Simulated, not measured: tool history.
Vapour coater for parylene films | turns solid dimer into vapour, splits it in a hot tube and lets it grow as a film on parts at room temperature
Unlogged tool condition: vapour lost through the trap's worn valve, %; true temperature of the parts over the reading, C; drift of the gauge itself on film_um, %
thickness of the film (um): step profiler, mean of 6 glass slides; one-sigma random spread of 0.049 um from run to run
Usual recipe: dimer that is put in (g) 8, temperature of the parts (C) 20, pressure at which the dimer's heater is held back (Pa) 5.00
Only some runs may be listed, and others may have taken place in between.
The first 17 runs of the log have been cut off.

run	hour	dimer that is put in (g)	temperature of the parts (C)	pressure at which the dimer's heater is held back (Pa)	hours of work since the trap's valve was overhauled	hours of work since the table's thermometer was calibrated	thickness of the film (um)
18	589.7	8	20	2.52	23	114	6.13
19	628.8	8	20	2.52	53	144	6.16
20	671.0	8	12	4.26	86	176	7.49
21	711.7	8	12	4.26	117	207	7.48
22	744.6	13	20	6.20	142	233	8.51
23	783.4	9	13	6.20	172	262	7.53
24	823.8	11	13	6.20	203	293	9.15
25	853.1	3	26	5.00	225	316	1.65
26	876.9	10	12	4.44	243	334	9.16
27	902.6	10	12	4.44	263	354	8.96
28	945.5	10	15	5.00	296	387	7.92
29	989.7	10	15	5.00	330	421	7.85
30	1026.7	6	32	5.89	358	449	2.45
31	1073.0	8	14	9.37	394	484	5.90
32	1112.2	7	31	8.07	424	515	2.81
33	1132.2	8	20	11.32	439	530	4.58
34	1177.2	8	20	11.32	474	564	4.45
35	1197.2	11	20	5.00	489	580	7.01
36	1234.1	11	20	5.00	517	608	6.87
37	1277.4	5	13	2.41	550	641	4.48
38	1307.5	4	12	6.51	573	664	3.15

5 options for the next run, each taken on its own from the tool as it stands now. Forecast them:
A	1354.3	11	19	3.49	609	700	?
B	1354.3	14	28	2.77	609	700	?
C	1354.3	5	12	11.17	609	700	?
D	1354.3	4	18	6.51	609	700	?
E	1354.3	4	12	4.15	609	700	?

run	thickness of the film (um)
A	7.35
B	7.02
C	3.69
D	2.56
E	3.44
Without the tool's unlogged condition, the same runs would have read:
run	thickness of the film (um)
A	8.33
B	7.94
C	4.18
D	2.90
E	3.89
